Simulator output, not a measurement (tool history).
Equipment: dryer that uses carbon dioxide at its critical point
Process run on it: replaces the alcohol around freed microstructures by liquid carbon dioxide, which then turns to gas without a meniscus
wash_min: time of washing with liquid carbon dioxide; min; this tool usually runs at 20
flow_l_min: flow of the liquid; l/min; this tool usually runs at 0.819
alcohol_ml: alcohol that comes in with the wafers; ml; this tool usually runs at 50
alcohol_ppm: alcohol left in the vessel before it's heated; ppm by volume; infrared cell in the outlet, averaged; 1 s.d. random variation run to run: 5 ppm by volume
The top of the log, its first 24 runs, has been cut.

run	hour	wash_min	flow_l_min	alcohol_ml	alcohol_ppm
25	211.4	20	0.819	35	77
26	217.8	20	0.819	35	64
27	227.1	15	1.088	41	67
28	237.9	13	0.815	63	632
29	247.5	13	0.924	63	399
30	258.5	20	1.366	34	28
31	265.1	18	1.015	72	72
32	277.9	16	1.015	22	58
33	286.4	12	0.819	42	566
34	296.3	24	1.365	23	33
35	304.4	27	1.365	23	25
36	316	18	0.819	88	222

Branching from run 36: 4 alternative next runs. What would each branch give?
A	322.8	16	0.964	87	?
B	322.8	20	0.881	29	?
C	322.8	28	0.819	88	?
D	322.8	24	0.819	38	?

run	alcohol_ppm
A	179
B	60
C	49
D	53
Had the tool no hidden state, the same runs would have come out as:
run	alcohol_ppm
A	58
B	17
C	13
D	16
